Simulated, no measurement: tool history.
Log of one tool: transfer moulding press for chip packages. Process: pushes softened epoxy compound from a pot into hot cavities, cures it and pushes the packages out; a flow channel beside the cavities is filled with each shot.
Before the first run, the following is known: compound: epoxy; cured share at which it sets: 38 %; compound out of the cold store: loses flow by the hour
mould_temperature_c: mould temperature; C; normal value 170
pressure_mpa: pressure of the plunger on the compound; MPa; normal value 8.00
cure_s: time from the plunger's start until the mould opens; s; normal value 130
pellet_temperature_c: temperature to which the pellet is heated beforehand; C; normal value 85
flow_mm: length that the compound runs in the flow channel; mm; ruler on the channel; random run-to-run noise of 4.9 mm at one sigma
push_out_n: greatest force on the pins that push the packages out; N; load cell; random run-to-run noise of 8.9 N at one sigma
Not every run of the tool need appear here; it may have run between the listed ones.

run,day,mould_temperature_c,pressure_mpa,cure_s,pellet_temperature_c,incoming compound's hours out of the cold store,flow_mm,push_out_n
1,0.000,170,8.00,130,85,11.1,942,660
2,0.358,170,8.00,130,85,28.3,881,673
3,0.658,166,8.00,130,85,37.1,866,799
# day 1.042: cavities cleaned with cleaning compound and waxed
4,1.212,170,8.00,125,85,28.4,872,452
5,1.558,170,8.00,125,85,39.5,839,505
6,1.862,170,8.00,125,85,26.3,883,522
# day 1.971: mould's thermocouples calibrated
7,2.217,177,8.00,130,85,28.5,847,491
8,2.571,170,8.00,130,75,38.4,849,576
9,2.967,170,8.00,130,85,14.9,915,622
# day 3.229: plunger's sealing rings changed
10,3.433,170,8.00,130,85,22.3,944,632
11,3.754,164,8.06,130,83,29.5,946,841
12,4.171,164,8.06,130,83,28.5,965,871
13,4.479,171,8.06,130,78,22.5,936,676
# day 4.817: cavities cleaned with cleaning compound and waxed
14,4.858,171,8.06,130,78,20.8,936,405
# day 4.983: mould's thermocouples calibrated, once more
15,5.408,171,8.06,130,78,21.7,940,479
16,5.746,171,8.06,130,78,26.6,924,496
17,6.150,165,6.53,113,94,40.2,820,902
18,6.521,175,8.26,128,95,36.5,875,551
19,6.792,170,9.76,170,78,36.4,980,554

Each row is a separate what-if for the run after 19, all from the same tool condition, not one after another. Results?
A,7.088,170,7.89,152,85,11.8,?,?
B,7.088,170,9.76,168,78,21.6,?,?
C,7.088,175,6.21,140,85,45.0,?,?

run,flow_mm,push_out_n
A,966,583
B,1033,584
C,733,579
Take away the tool's hidden state, keep each run's random variation, and the runs would have read:
run,flow_mm,push_out_n
A,977,372
B,1046,372
C,742,369

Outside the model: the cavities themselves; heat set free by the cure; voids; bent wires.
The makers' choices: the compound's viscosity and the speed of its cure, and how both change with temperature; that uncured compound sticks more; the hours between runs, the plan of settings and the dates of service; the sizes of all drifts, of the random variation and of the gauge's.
